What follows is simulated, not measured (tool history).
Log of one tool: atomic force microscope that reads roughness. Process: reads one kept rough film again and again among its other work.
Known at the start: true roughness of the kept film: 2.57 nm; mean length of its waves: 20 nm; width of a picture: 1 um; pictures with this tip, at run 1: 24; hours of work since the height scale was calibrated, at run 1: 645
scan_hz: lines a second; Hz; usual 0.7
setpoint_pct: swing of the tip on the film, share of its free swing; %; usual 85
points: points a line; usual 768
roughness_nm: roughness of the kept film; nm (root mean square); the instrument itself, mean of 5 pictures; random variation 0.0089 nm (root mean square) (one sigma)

run    hour  scan_hz  setpoint_pct  points  pictures with this tip  hours of work since the height scale was calibrated  roughness_nm
  1       0      0.7            85     768                      24                                                  645         1.944
  2    14.3      0.7            85     768                      52                                                  654          1.93
  3    38.7      0.7            85     768                      98                                                  671         1.863
  4    57.2      0.7            85     768                     134                                                  683         1.857
  5    74.3      0.7            85     768                     166                                                  694         1.813
  6    88.3    1.407            85     768                     193                                                  704          1.72
  7   113.2      0.7            56     768                     241                                                  720         1.784
  8   136.2    0.582            56     768                     285                                                  735         1.726
  9   160.2    0.582            56     768                     330                                                  751         1.687
      162.6  -- new tip fitted
 10     175    0.582            56     768                      24                                                  761         1.979
 11   204.8    1.983            85     768                      81                                                  781         1.794
 12   225.1      0.7            85     768                     120                                                  794         1.834
 13   245.7      0.7            85     768                     159                                                  808          1.81
 14   261.3      0.7            85     393                     189                                                  818         1.754
 15   283.8      0.7            85     393                     232                                                  833         1.709
 16   308.9      0.7            85     393                     280                                                  850         1.679
 17   335.2    2.857            85     393                     330                                                  867         1.488
        338  -- new tip fitted
 18   359.7      0.7            84     768                      41                                                  883         1.929
 19   381.7      0.7            84     768                      83                                                  898         1.889
 20   408.1      0.7            85     768                     134                                                  915         1.828
 21   439.3      0.7            85     768                     193                                                  936         1.758
 22   456.5      0.7            85     768                     226                                                  947         1.721
 23   471.3      0.7            85     768                     255                                                  957         1.716
 24   500.4      0.7            85     768                     310                                                  976          1.64
      513.1  -- new tip fitted
 25   529.5      0.7            85     768                      31                                                  995         1.961
      532.4  -- height scale calibrated on a step standard
 26   551.2      0.7            85     768                      71                                                   12          1.92
 27   573.2      0.7            85     768                     113                                                   27          1.86
 28   592.1      0.7            70     535                     149                                                   40          1.85
        599  -- height scale calibrated on a step standard, once more
 29   620.3    3.062            60     810                     201                                                   14         1.728
 30   639.4    1.991            74     768                     237                                                   27         1.671
 31   659.1    1.991            74     768                     275                                                   40         1.646
      690.6  -- new tip fitted
 32   690.6      0.7            85     471                       0                                                   60         1.946
 33   703.6    1.318            85     559                      25                                                   69         1.887
 34   719.3    2.105            64     265                      55                                                   80         1.839
 35   742.2    0.532            57     356                      99                                                   95         1.858
 36   762.7    0.532            57     356                     138                                                  108         1.812
 37   786.8    1.436            85     768                     184                                                  124         1.707
 38   815.3    0.771            55     768                     239                                                  143         1.743
 39   846.8    3.056            55     768                     299                                                  164         1.652
 40   862.5    1.692            85     293                     329                                                  175         1.519
      865.7  -- new tip fitted
 41   886.5    0.673            64     768                      40                                                  190         1.956
 42     913    1.069            58     768                      91                                                  208         1.884
 43   926.3    1.069            87     826                     116                                                  217         1.766
 44   945.5    1.069            89     309                     153                                                  229         1.703
 45   968.5    0.611            89     309                     197                                                  245         1.705
 46   997.6      0.7            85     833                     252                                                  264         1.691
 47  1021.8      0.7            85     833                     299                                                  280         1.634
     1042.8  -- new tip fitted
 48  1049.3     0.89            73     992                      12                                                  298         1.985
 49    1074      0.7            62     326                      60                                                  314         1.907
 50  1087.4    0.555            85     382                      85                                                  323          1.89
 51  1104.3    3.218            85     768                     118                                                  334         1.686
 52  1127.4    1.249            80     768                     162                                                  350         1.791
 53  1152.4    0.518            71     768                     209                                                  366          1.78

Forecast each of these 3 alternatives for the next run:
  A  1171     2.38            70     275                     245                                                  379             ?
  B  1171    1.161            71     768                     245                                                  379             ?
  C  1171    3.862            71     768                     245                                                  379             ?

run  roughness_nm
  A         1.637
  B         1.726
  C          1.63
Without the tool's hidden state the same runs would have given:
run  roughness_nm
  A         1.896
  B             2
  C         1.889
